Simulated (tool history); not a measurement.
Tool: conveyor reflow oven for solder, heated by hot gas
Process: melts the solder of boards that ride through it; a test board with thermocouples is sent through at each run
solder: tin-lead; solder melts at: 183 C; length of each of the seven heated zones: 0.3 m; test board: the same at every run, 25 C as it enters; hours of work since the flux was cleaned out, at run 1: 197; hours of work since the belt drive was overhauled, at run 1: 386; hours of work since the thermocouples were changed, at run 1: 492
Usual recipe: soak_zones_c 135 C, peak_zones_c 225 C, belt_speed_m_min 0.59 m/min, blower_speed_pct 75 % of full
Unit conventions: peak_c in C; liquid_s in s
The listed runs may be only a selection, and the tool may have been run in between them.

run,hour,soak_zones_c,peak_zones_c,belt_speed_m_min,blower_speed_pct,hours of work since the flux was cleaned out,hours of work since the belt drive was overhauled,hours of work since the thermocouples were changed,peak_c,liquid_s
1,0,135,225,0.59,75,197,386,492,213.2,42.78
2,9.2,127,225,0.59,75,202,390,497,211.8,39.93
3,23.3,127,225,0.629,75,209,397,504,209.8,35.63
4,32.4,135,225,0.59,75,214,402,509,213.2,42.66
5,49.8,135,225,0.59,75,223,411,517,213.2,42.78
6,65.2,135,225,0.59,75,231,419,525,213.3,42.81
7,79.2,135,225,0.59,75,238,426,532,213.2,42.76
8,96.7,146,225,0.59,75,246,435,541,214.7,47.25
9,111.8,121,229,0.526,55,254,442,549,213.1,43.67
# hour 124.8: flux residue cleaned out of gas plates and filters
10,127.1,121,239,0.526,80,1,447,554,229.6,55.26
11,143.4,121,239,0.526,80,9,456,562,229.5,55.07
12,154.3,121,239,0.526,80,15,461,568,229.4,54.98
13,172.8,121,220,0.655,80,24,471,577,205.6,29.97

Here are 3 independent what-if runs from the current tool condition. What would each one return?
A,186.5,120,228,0.633,75,31,478,584,?,?
B,186.5,126,220,0.655,80,31,478,584,?,?
C,186.5,121,220,0.655,69,31,478,584,?,?

run,peak_c,liquid_s
A,212.3,35.62
B,206.3,31.79
C,202.9,27.25
Had the tool no hidden state, the same runs would have come out as:
run,peak_c,liquid_s
A,210.5,34.36
B,204.4,30.37
C,201.1,25.66
